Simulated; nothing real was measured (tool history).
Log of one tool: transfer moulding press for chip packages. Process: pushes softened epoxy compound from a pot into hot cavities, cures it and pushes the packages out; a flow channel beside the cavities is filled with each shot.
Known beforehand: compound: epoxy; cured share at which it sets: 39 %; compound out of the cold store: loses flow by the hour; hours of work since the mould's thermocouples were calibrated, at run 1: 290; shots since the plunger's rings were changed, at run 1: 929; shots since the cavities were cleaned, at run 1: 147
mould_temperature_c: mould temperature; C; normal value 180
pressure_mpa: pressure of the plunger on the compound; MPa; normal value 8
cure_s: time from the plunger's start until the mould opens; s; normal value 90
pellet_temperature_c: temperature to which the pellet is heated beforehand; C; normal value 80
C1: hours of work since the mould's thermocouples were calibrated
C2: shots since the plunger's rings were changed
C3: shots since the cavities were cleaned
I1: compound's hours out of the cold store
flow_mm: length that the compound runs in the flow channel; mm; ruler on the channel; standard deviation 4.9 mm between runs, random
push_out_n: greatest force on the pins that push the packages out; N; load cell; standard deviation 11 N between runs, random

{"run": 1, "hour": 0.0, "mould_temperature_c": 180, "pressure_mpa": 8, "cure_s": 90, "pellet_temperature_c": 80, "C1": 290, "C2": 929, "C3": 147, "I1": 15.6, "flow_mm": 893, "push_out_n": 626}
{"run": 2, "hour": 24.8, "mould_temperature_c": 180, "pressure_mpa": 8, "cure_s": 90, "pellet_temperature_c": 80, "C1": 303, "C2": 1191, "C3": 409, "I1": 8.4, "flow_mm": 906, "push_out_n": 784}
{"run": 3, "hour": 39.3, "mould_temperature_c": 180, "pressure_mpa": 8, "cure_s": 90, "pellet_temperature_c": 80, "C1": 311, "C2": 1344, "C3": 562, "I1": 23.3, "flow_mm": 877, "push_out_n": 832}
{"hour": 47.1, "done": "cavities cleaned with cleaning compound and waxed"}
{"run": 4, "hour": 61.3, "mould_temperature_c": 180, "pressure_mpa": 8, "cure_s": 90, "pellet_temperature_c": 80, "C1": 322, "C2": 1561, "C3": 150, "I1": 44.9, "flow_mm": 817, "push_out_n": 593}
{"run": 5, "hour": 85.2, "mould_temperature_c": 180, "pressure_mpa": 8, "cure_s": 90, "pellet_temperature_c": 80, "C1": 334, "C2": 1813, "C3": 402, "I1": 44.9, "flow_mm": 812, "push_out_n": 703}
{"run": 6, "hour": 103.4, "mould_temperature_c": 180, "pressure_mpa": 8, "cure_s": 90, "pellet_temperature_c": 80, "C1": 344, "C2": 2005, "C3": 594, "I1": 37.8, "flow_mm": 824, "push_out_n": 793}
{"hour": 109.0, "done": "cavities cleaned with cleaning compound and waxed"}
{"run": 7, "hour": 128.8, "mould_temperature_c": 180, "pressure_mpa": 8, "cure_s": 90, "pellet_temperature_c": 80, "C1": 357, "C2": 2257, "C3": 209, "I1": 38.6, "flow_mm": 817, "push_out_n": 624}
{"run": 8, "hour": 153.3, "mould_temperature_c": 187, "pressure_mpa": 8, "cure_s": 90, "pellet_temperature_c": 80, "C1": 370, "C2": 2516, "C3": 468, "I1": 26.5, "flow_mm": 821, "push_out_n": 649}
{"hour": 170.3, "done": "cavities cleaned with cleaning compound and waxed"}
{"run": 9, "hour": 171.2, "mould_temperature_c": 187, "pressure_mpa": 8, "cure_s": 90, "pellet_temperature_c": 80, "C1": 378, "C2": 2689, "C3": 10, "I1": 9.1, "flow_mm": 874, "push_out_n": 426}
{"run": 10, "hour": 192.9, "mould_temperature_c": 187, "pressure_mpa": 8, "cure_s": 90, "pellet_temperature_c": 80, "C1": 390, "C2": 2918, "C3": 239, "I1": 21.9, "flow_mm": 841, "push_out_n": 540}
{"run": 11, "hour": 206.4, "mould_temperature_c": 180, "pressure_mpa": 8, "cure_s": 90, "pellet_temperature_c": 80, "C1": 397, "C2": 3061, "C3": 382, "I1": 38.3, "flow_mm": 808, "push_out_n": 696}
{"run": 12, "hour": 221.7, "mould_temperature_c": 180, "pressure_mpa": 8, "cure_s": 90, "pellet_temperature_c": 80, "C1": 405, "C2": 3222, "C3": 543, "I1": 37.2, "flow_mm": 797, "push_out_n": 756}
{"hour": 231.4, "done": "cavities cleaned with cleaning compound and waxed"}
{"run": 13, "hour": 245.3, "mould_temperature_c": 185, "pressure_mpa": 8, "cure_s": 90, "pellet_temperature_c": 80, "C1": 417, "C2": 3455, "C3": 147, "I1": 31.5, "flow_mm": 806, "push_out_n": 546}
{"run": 14, "hour": 263.7, "mould_temperature_c": 185, "pressure_mpa": 8, "cure_s": 90, "pellet_temperature_c": 87, "C1": 426, "C2": 3649, "C3": 341, "I1": 41.6, "flow_mm": 773, "push_out_n": 626}
{"run": 15, "hour": 276.1, "mould_temperature_c": 185, "pressure_mpa": 8, "cure_s": 90, "pellet_temperature_c": 87, "C1": 433, "C2": 3781, "C3": 473, "I1": 25.2, "flow_mm": 813, "push_out_n": 651}
{"run": 16, "hour": 289.5, "mould_temperature_c": 175, "pressure_mpa": 6.34, "cure_s": 78, "pellet_temperature_c": 83, "C1": 440, "C2": 3922, "C3": 614, "I1": 44.8, "flow_mm": 692, "push_out_n": 1350}
{"hour": 292.4, "done": "cavities cleaned with cleaning compound and waxed"}
{"run": 17, "hour": 314.8, "mould_temperature_c": 175, "pressure_mpa": 6.34, "cure_s": 78, "pellet_temperature_c": 83, "C1": 453, "C2": 4173, "C3": 236, "I1": 31.8, "flow_mm": 720, "push_out_n": 1104}
{"run": 18, "hour": 326.3, "mould_temperature_c": 173, "pressure_mpa": 6.78, "cure_s": 119, "pellet_temperature_c": 83, "C1": 459, "C2": 4295, "C3": 358, "I1": 8.4, "flow_mm": 793, "push_out_n": 664}
{"run": 19, "hour": 349.9, "mould_temperature_c": 179, "pressure_mpa": 7.89, "cure_s": 119, "pellet_temperature_c": 83, "C1": 471, "C2": 4544, "C3": 607, "I1": 38.9, "flow_mm": 766, "push_out_n": 675}
{"hour": 354.1, "done": "cavities cleaned with cleaning compound and waxed"}
{"run": 20, "hour": 379.7, "mould_temperature_c": 179, "pressure_mpa": 7.89, "cure_s": 119, "pellet_temperature_c": 83, "C1": 486, "C2": 4843, "C3": 270, "I1": 25.1, "flow_mm": 789, "push_out_n": 563}
{"run": 21, "hour": 406.9, "mould_temperature_c": 187, "pressure_mpa": 8, "cure_s": 86, "pellet_temperature_c": 80, "C1": 501, "C2": 5130, "C3": 557, "I1": 34.5, "flow_mm": 771, "push_out_n": 711}
{"hour": 415.9, "done": "cavities cleaned with cleaning compound and waxed"}
{"run": 22, "hour": 432.9, "mould_temperature_c": 187, "pressure_mpa": 8, "cure_s": 86, "pellet_temperature_c": 80, "C1": 514, "C2": 5388, "C3": 179, "I1": 23.8, "flow_mm": 785, "push_out_n": 573}
{"run": 23, "hour": 453.3, "mould_temperature_c": 187, "pressure_mpa": 8, "cure_s": 86, "pellet_temperature_c": 80, "C1": 525, "C2": 5603, "C3": 394, "I1": 33.2, "flow_mm": 759, "push_out_n": 625}
{"run": 24, "hour": 468.4, "mould_temperature_c": 187, "pressure_mpa": 8, "cure_s": 86, "pellet_temperature_c": 72, "C1": 533, "C2": 5764, "C3": 555, "I1": 35.1, "flow_mm": 753, "push_out_n": 675}
{"hour": 477.6, "done": "cavities cleaned with cleaning compound and waxed"}
{"run": 25, "hour": 486.1, "mould_temperature_c": 180, "pressure_mpa": 8, "cure_s": 90, "pellet_temperature_c": 76, "C1": 541, "C2": 5934, "C3": 90, "I1": 23.2, "flow_mm": 779, "push_out_n": 573}
{"hour": 497.3, "done": "plunger's sealing rings changed"}
{"run": 26, "hour": 501.6, "mould_temperature_c": 180, "pressure_mpa": 8, "cure_s": 90, "pellet_temperature_c": 76, "C1": 548, "C2": 46, "C3": 228, "I1": 30.2, "flow_mm": 864, "push_out_n": 656}
{"run": 27, "hour": 514.6, "mould_temperature_c": 180, "pressure_mpa": 8, "cure_s": 90, "pellet_temperature_c": 87, "C1": 555, "C2": 183, "C3": 365, "I1": 28.4, "flow_mm": 879, "push_out_n": 687}

5 options for the next run, each taken on its own from the tool as it stands now. Forecast them:
{"run": "A", "hour": 537.4, "mould_temperature_c": 180, "pressure_mpa": 7.71, "cure_s": 87, "pellet_temperature_c": 86, "C1": 567, "C2": 423, "C3": 605, "I1": 46.7, "flow_mm": "?", "push_out_n": "?"}
{"run": "B", "hour": 537.4, "mould_temperature_c": 180, "pressure_mpa": 6.05, "cure_s": 122, "pellet_temperature_c": 80, "C1": 567, "C2": 423, "C3": 605, "I1": 30.4, "flow_mm": "?", "push_out_n": "?"}
{"run": "C", "hour": 537.4, "mould_temperature_c": 180, "pressure_mpa": 8, "cure_s": 115, "pellet_temperature_c": 80, "C1": 567, "C2": 423, "C3": 605, "I1": 10.5, "flow_mm": "?", "push_out_n": "?"}
{"run": "D", "hour": 537.4, "mould_temperature_c": 180, "pressure_mpa": 6.5, "cure_s": 90, "pellet_temperature_c": 80, "C1": 567, "C2": 423, "C3": 605, "I1": 8.7, "flow_mm": "?", "push_out_n": "?"}
{"run": "E", "hour": 537.4, "mould_temperature_c": 180, "pressure_mpa": 8, "cure_s": 90, "pellet_temperature_c": 83, "C1": 567, "C2": 423, "C3": 605, "I1": 23.3, "flow_mm": "?", "push_out_n": "?"}

run=A flow_mm=819 push_out_n=828
run=B flow_mm=759 push_out_n=657
run=C flow_mm=923 push_out_n=693
run=D flow_mm=825 push_out_n=820
run=E flow_mm=882 push_out_n=800
What these runs would have given with no unlogged condition in the tool:
run=A flow_mm=828 push_out_n=513
run=B flow_mm=767 push_out_n=399
run=C flow_mm=933 push_out_n=422
run=D flow_mm=833 push_out_n=508
run=E flow_mm=891 push_out_n=498
